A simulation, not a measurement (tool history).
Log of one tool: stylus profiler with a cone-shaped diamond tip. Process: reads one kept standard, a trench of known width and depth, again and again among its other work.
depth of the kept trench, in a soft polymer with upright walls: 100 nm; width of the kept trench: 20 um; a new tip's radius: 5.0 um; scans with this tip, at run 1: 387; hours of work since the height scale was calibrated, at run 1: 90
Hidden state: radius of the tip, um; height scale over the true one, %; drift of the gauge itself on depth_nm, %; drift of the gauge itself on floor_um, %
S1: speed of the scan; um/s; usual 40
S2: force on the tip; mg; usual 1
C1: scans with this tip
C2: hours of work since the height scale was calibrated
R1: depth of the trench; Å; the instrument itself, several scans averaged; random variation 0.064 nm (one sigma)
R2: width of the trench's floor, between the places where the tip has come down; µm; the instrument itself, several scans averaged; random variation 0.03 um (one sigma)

run,hour,S1,S2,C1,C2,R1,R2
1,0,40,1,387,90,1006.3,17.77
2,14.5,40,1,431,100,1004.8,17.79
3,25.2,40,1,463,108,1005.4,17.74
4,38.1,40,1,502,117,1004.2,17.76
5,49.1,30,1,535,125,1005,17.79
6,66,40,0.94,586,136,1005.5,17.71
7,81.9,40,0.94,634,148,1003.9,17.7
8,95,40,0.44,673,157,1004.4,17.55
9,103.7,40,0.44,699,163,1004.4,17.58
10,121.8,40,0.44,754,175,1005.2,17.56
11,139.9,40,1.44,809,188,1006.6,17.78
12,148.7,30,1,835,194,1006.1,17.77
13,159.6,68,1,868,202,1006.3,17.5
14,174.4,68,1,912,212,1006.1,17.52
15,183,68,1,938,218,1006.4,17.57
16,193.9,68,1,971,226,1006.7,17.5
17,203.1,68,1,999,232,1006.4,17.5
# hour 205: height scale calibrated on a step standard
18,216.8,57,1,1039,8,1007,17.56
19,226.9,57,1,1069,15,1006.2,17.61
# hour 237.6: height scale calibrated on a step standard, once more
20,240.1,95,1,1107,2,1005.8,17.28
21,248.4,95,1,1132,8,1006.3,17.38
22,264.2,95,1,1179,19,1004.9,17.39
23,279.2,33,1,1225,29,1004.8,17.71
24,295.6,40,0.99,1274,41,1006.4,17.71
25,314.7,40,0.99,1332,54,1005.5,17.65

Forecast run 26:
26,328.8,40,0.99,1374,64,?,?

{"run 26": {"R1": 1006.5, "R2": 17.67}}
Without the tool's hidden state the same run would have given R1 1005.9 Å, R2 17.73 µm.
